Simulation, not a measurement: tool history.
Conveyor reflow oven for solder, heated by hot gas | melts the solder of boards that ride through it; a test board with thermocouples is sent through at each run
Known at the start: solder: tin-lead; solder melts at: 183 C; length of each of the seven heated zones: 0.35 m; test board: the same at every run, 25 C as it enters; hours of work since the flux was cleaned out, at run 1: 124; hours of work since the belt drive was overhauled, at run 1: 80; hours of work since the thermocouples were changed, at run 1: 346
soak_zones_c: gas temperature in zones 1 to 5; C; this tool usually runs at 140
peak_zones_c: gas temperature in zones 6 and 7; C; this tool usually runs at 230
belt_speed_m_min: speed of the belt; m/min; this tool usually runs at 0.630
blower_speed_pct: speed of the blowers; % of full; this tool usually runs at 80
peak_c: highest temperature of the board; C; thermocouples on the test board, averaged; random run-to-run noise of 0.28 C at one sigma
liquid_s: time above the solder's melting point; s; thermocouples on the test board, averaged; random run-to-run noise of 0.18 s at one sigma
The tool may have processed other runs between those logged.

run    day  soak_zones_c  peak_zones_c  belt_speed_m_min  blower_speed_pct  hours of work since the flux was cleaned out  hours of work since the belt drive was overhauled  hours of work since the thermocouples were changed  peak_c  liquid_s
  1  0.000           140           230             0.630                80                                           124                                                 80                                                 346   212.4      47.0
  2  0.783           140           230             0.630                80                                           134                                                 91                                                 357   212.3      47.0
  3  1.208           140           230             0.630                63                                           140                                                 97                                                 363   207.7      41.5
  4  1.625           140           230             0.630                81                                           146                                                102                                                 368   212.5      47.2
  5  2.125           140           230             0.630                80                                           153                                                109                                                 375   212.4      46.8
  6  2.925           140           230             0.630                80                                           164                                                120                                                 386   212.1      46.7
  7  3.650           140           230             0.630                80                                           173                                                130                                                 396   211.8      46.7
  8  4.375           140           230             0.630                82                                           183                                                140                                                 406   212.8      47.1
  9  5.221           140           230             0.630                82                                           195                                                151                                                 417   212.8      46.9
 10  5.588           144           230             0.630                71                                           200                                                156                                                 422   210.8      46.2
     5.825  -- belt drive overhauled, speed set with a stopwatch
 11  6.138           144           230             0.630                71                                           205                                                  4                                                 428   210.4      46.3
 12  6.554           142           230             0.630                80                                           211                                                 10                                                 433   212.1      47.3
 13  7.158           142           230             0.630                80                                           219                                                 18                                                 442   212.0      47.6
 14  7.688           140           224             0.630                58                                           226                                                 25                                                 449   200.4      33.9
     8.158  -- belt drive overhauled, speed set with a stopwatch, once more
 15  8.512           140           224             0.630                58                                           235                                                  5                                                 458   201.3      33.7

The next listed run, before its measurement:
 16  9.150           137           224             0.618                50                                           244                                                 13                                                 466       ?         ?

Run 16 produced peak_c 196.8 C, liquid_s 28.3 s.
Take away the tool's hidden state, keep the run-to-run variation as it was, and the same run would have given peak_c 199.0 C, liquid_s 31.5 s.

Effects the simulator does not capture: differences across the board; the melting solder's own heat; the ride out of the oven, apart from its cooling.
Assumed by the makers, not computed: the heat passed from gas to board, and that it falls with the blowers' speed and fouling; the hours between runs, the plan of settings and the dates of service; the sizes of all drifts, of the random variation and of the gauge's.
